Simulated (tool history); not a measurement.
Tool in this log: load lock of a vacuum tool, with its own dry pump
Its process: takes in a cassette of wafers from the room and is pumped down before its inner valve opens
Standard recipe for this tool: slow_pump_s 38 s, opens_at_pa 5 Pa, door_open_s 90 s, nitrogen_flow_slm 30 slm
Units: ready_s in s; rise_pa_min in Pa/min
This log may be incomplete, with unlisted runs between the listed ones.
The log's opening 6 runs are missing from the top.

run    hour  slow_pump_s  opens_at_pa  door_open_s  nitrogen_flow_slm  incoming humidity of the room's air, %  ready_s  rise_pa_min
  7   909.3           38            5           90                 30                                    42.4     84.2        0.100
  8  1104.8           38            5           90                 30                                    47.4     85.3        0.100
  9  1229.4           38            5           90                 30                                    44.5     85.0        0.110
 10  1381.7           38            5           90                  5                                    48.2     86.2        0.133
 11  1461.0           38            5           90                  5                                    42.9     85.8        0.133
 12  1594.4           38            5           90                 10                                    47.6     86.8        0.127
 13  1725.8           38            5           90                 10                                    46.5     86.6        0.133
 14  1843.6           38            5           90                 10                                    46.2     87.4        0.137
 15  1972.3           38            5           90                 30                                    41.5     87.0        0.115
 16  2087.8           38            5          159                 30                                    46.0     87.5        0.122
 17  2181.1           38            5           90                 42                                    47.1     86.4        0.123
 18  2367.3           38            5           90                 42                                    42.6     88.1        0.120
 19  2507.9           38            5           90                 30                                    44.7     88.6        0.124
     2627.8  -- dry pump taken out, an overhauled one fitted
 20  2688.6           38            5          150                  5                                    44.4     74.9        0.166
 21  2866.2           24            9          124                 35                                    44.8     61.4        0.130
 22  3017.1           24            9          124                 35                                    41.4     60.9        0.129
 23  3193.4           53            5           90                 30                                    43.3     88.0        0.128
 24  3276.8           28            5           45                 30                                    46.8     67.5        0.126
 25  3441.3           28            5           45                 30                                    44.0     67.7        0.121
 26  3565.7           19           10           84                 30                                    44.1     57.2        0.142
 27  3672.5           19           10           84                 30                                    45.1     56.9        0.138
 28  3834.9           38            5          157                  9                                    43.6     75.5        0.174
 29  3996.4           38            5          157                  9                                    47.8     76.8        0.178

Expected results for the next run?
 30  4125.8           38            9           64                 23                                    44.1        ?            ?

ready_s: 74.2 s
rise_pa_min: 0.142 Pa/min
The same run, on a tool lacking any hidden state, would have yielded ready_s 73.0 s, rise_pa_min 0.022 Pa/min.
